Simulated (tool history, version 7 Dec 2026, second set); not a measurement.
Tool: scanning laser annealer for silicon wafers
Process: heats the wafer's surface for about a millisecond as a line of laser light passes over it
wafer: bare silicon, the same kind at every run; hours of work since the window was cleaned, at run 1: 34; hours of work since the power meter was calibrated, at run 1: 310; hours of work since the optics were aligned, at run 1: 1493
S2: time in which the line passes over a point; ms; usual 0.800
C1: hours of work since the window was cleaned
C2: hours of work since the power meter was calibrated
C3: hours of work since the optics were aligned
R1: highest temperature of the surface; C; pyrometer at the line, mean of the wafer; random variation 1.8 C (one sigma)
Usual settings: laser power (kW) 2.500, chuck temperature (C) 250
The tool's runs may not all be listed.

run 1 hour=0.0 | laser_power_(kW)=2.500 S2=0.800 chuck_temperature_(C)=250 | C1=34 C2=310 C3=1493 | R1=1033
run 2 hour=16.5 | laser_power_(kW)=2.500 S2=0.800 chuck_temperature_(C)=250 | C1=43 C2=319 C3=1502 | R1=1033
run 3 hour=31.7 | laser_power_(kW)=2.500 S2=0.800 chuck_temperature_(C)=250 | C1=52 C2=327 C3=1510 | R1=1027
run 4 hour=43.8 | laser_power_(kW)=2.500 S2=0.800 chuck_temperature_(C)=250 | C1=58 C2=334 C3=1517 | R1=1029
run 5 hour=63.5 | laser_power_(kW)=2.500 S2=0.800 chuck_temperature_(C)=250 | C1=69 C2=345 C3=1528 | R1=1025
run 6 hour=87.3 | laser_power_(kW)=2.500 S2=0.800 chuck_temperature_(C)=238 | C1=82 C2=358 C3=1541 | R1=1014
run 7 hour=101.8 | laser_power_(kW)=2.500 S2=0.970 chuck_temperature_(C)=250 | C1=90 C2=366 C3=1549 | R1=1112
run 8 hour=113.8 | laser_power_(kW)=2.500 S2=0.869 chuck_temperature_(C)=250 | C1=97 C2=373 C3=1556 | R1=1061
run 9 hour=138.6 | laser_power_(kW)=2.500 S2=0.869 chuck_temperature_(C)=214 | C1=111 C2=387 C3=1570 | R1=1026
run 10 hour=165.0 | laser_power_(kW)=2.500 S2=0.869 chuck_temperature_(C)=214 | C1=125 C2=401 C3=1584 | R1=1021
run 11 hour=190.2 | laser_power_(kW)=2.500 S2=0.869 chuck_temperature_(C)=214 | C1=139 C2=415 C3=1598 | R1=1022
run 12 hour=205.1 | laser_power_(kW)=2.500 S2=0.869 chuck_temperature_(C)=214 | C1=147 C2=423 C3=1606 | R1=1018
run 13 hour=219.7 | laser_power_(kW)=2.473 S2=0.869 chuck_temperature_(C)=214 | C1=156 C2=431 C3=1614 | R1=1012
run 14 hour=236.1 | laser_power_(kW)=2.473 S2=0.869 chuck_temperature_(C)=214 | C1=165 C2=440 C3=1624 | R1=1007
run 15 hour=248.5 | laser_power_(kW)=2.473 S2=0.869 chuck_temperature_(C)=214 | C1=171 C2=447 C3=1630 | R1=1010
run 16 hour=271.5 | laser_power_(kW)=2.500 S2=0.800 chuck_temperature_(C)=211 | C1=184 C2=460 C3=1643 | R1=976
run 17 hour=287.7 | laser_power_(kW)=2.500 S2=0.565 chuck_temperature_(C)=211 | C1=193 C2=469 C3=1652 | R1=840
run 18 hour=311.4 | laser_power_(kW)=2.655 S2=0.565 chuck_temperature_(C)=211 | C1=206 C2=482 C3=1665 | R1=878
run 19 hour=326.8 | laser_power_(kW)=2.262 S2=0.565 chuck_temperature_(C)=234 | C1=215 C2=491 C3=1674 | R1=804
run 20 hour=347.5 | laser_power_(kW)=2.544 S2=0.593 chuck_temperature_(C)=276 | C1=226 C2=502 C3=1685 | R1=929
run 21 hour=373.2 | laser_power_(kW)=2.500 S2=0.934 chuck_temperature_(C)=250 | C1=240 C2=516 C3=1699 | R1=1078
run 22 hour=384.4 | laser_power_(kW)=2.500 S2=0.934 chuck_temperature_(C)=250 | C1=247 C2=523 C3=1706 | R1=1076
run 23 hour=397.3 | laser_power_(kW)=2.733 S2=0.700 chuck_temperature_(C)=223 | C1=254 C2=530 C3=1713 | R1=993
run 24 hour=410.3 | laser_power_(kW)=2.733 S2=0.700 chuck_temperature_(C)=223 | C1=261 C2=537 C3=1720 | R1=990
run 25 hour=435.0 | laser_power_(kW)=2.500 S2=0.839 chuck_temperature_(C)=262 | C1=275 C2=551 C3=1734 | R1=1037

3 ways to go on from here, each from the tool as it stands after run 25. What would each give?
run A hour=458.7 | laser_power_(kW)=2.500 S2=0.658 chuck_temperature_(C)=250 | C1=288 C2=564 C3=1747 | R1=?
run B hour=458.7 | laser_power_(kW)=2.500 S2=0.769 chuck_temperature_(C)=262 | C1=288 C2=564 C3=1747 | R1=?
run C hour=458.7 | laser_power_(kW)=2.500 S2=0.593 chuck_temperature_(C)=262 | C1=288 C2=564 C3=1747 | R1=?

run=A R1=924
run=B R1=1002
run=C R1=902
Without the tool's hidden state the same runs would have given:
run=A R1=957
run=B R1=1038
run=C R1=933

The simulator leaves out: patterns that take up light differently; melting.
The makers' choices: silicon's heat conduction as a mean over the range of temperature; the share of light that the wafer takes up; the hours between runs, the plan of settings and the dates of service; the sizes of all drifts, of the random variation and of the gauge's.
